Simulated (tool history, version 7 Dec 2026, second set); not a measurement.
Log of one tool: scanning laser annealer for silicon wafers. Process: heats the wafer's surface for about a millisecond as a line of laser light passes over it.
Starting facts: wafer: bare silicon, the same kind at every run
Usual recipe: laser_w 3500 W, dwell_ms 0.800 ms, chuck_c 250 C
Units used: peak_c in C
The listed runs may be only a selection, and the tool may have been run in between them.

run,hour,laser_w,dwell_ms,chuck_c,peak_c
1,0.0,3500,0.800,250,1007
2,21.9,3500,0.800,250,1010
3,71.3,3500,0.800,250,1006
4,111.8,3500,0.853,250,1025
5,141.5,3500,0.762,250,986
6,167.8,3500,0.901,250,1039
7,216.4,3500,0.800,250,1000
8,254.7,3500,0.800,250,999
9,290.0,3500,0.800,250,996
10,339.3,3500,0.800,250,994
11,366.1,3500,0.800,250,989
12,386.6,3500,0.800,250,991
13,425.8,3500,0.800,250,988
14,458.7,3500,0.800,250,988
15,484.2,3500,0.800,250,991
16,528.5,3500,0.800,250,985
17,548.9,3500,0.800,250,984
18,590.3,3500,0.800,250,980
19,623.7,3500,0.800,250,982
20,644.8,3500,0.760,278,989
21,684.6,3500,0.760,278,986
22,722.9,3500,0.760,278,988
23,754.7,3183,0.774,212,859
24,803.9,3242,0.774,228,886
25,831.9,3478,0.712,251,932
26,875.3,3011,0.598,277,816
27,903.9,3011,0.598,277,818
# hour 926.5: window over the wafer cleaned
28,943.9,3011,0.598,277,846
29,978.9,3011,0.598,277,842
# hour 1005.7: optics aligned, line set to its width
30,1020.4,3500,0.707,272,999
31,1054.1,3803,0.907,250,1133
32,1093.0,3803,0.907,250,1126
33,1133.4,3803,0.907,250,1124
34,1161.3,3038,0.695,267,881
35,1201.4,3038,0.695,267,879

Forecast each of these 3 alternatives for the next run:
A,1247.2,3038,0.786,218,?
B,1247.2,3067,0.628,241,?
C,1247.2,3500,0.778,250,?

run,peak_c
A,863
B,834
C,994
Without the tool's hidden state the same runs would have given:
run,peak_c
A,880
B,849
C,1014
